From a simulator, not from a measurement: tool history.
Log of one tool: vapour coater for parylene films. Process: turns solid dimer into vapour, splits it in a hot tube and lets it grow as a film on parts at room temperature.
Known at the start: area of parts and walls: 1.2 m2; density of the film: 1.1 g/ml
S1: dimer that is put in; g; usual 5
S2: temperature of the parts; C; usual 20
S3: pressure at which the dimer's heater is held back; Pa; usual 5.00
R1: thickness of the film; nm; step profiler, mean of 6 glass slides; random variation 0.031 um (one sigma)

run	hour	S1	S2	S3	R1
1	0.0	5	20	5.00	2750
2	16.6	5	20	5.00	2830
3	51.9	5	20	5.00	2780
4	83.3	5	20	8.80	2640
5	106.5	3	20	5.00	1640
6	121.5	3	20	5.00	1620
7	156.6	5	20	5.00	2650
8	180.6	5	20	5.00	2640
9	214.0	5	20	5.00	2640
10	233.3	5	20	5.00	2650
11	249.8	5	20	5.00	2610
# hour 269.8: trap's valve overhauled
12	286.4	5	27	5.00	2510
13	310.7	5	27	5.00	2540
14	338.4	5	27	5.00	2470
15	373.2	5	27	5.00	2440
16	399.1	5	27	5.00	2380
17	413.9	5	20	5.00	2840
18	444.7	5	20	5.00	2850
19	463.4	5	20	5.00	2860
20	493.5	5	20	5.00	2840
21	519.1	5	20	5.00	2880
22	543.8	5	20	5.00	2830
23	574.2	5	20	5.00	2740
24	605.1	8	13	4.26	5320
25	622.9	8	13	4.26	5340
26	658.7	7	20	11.86	3610

The next listed run, before its measurement:
27	695.4	7	13	7.45	?

R1: 4350 nm
Without the tool's hidden state the same run would have given R1 4850 nm.
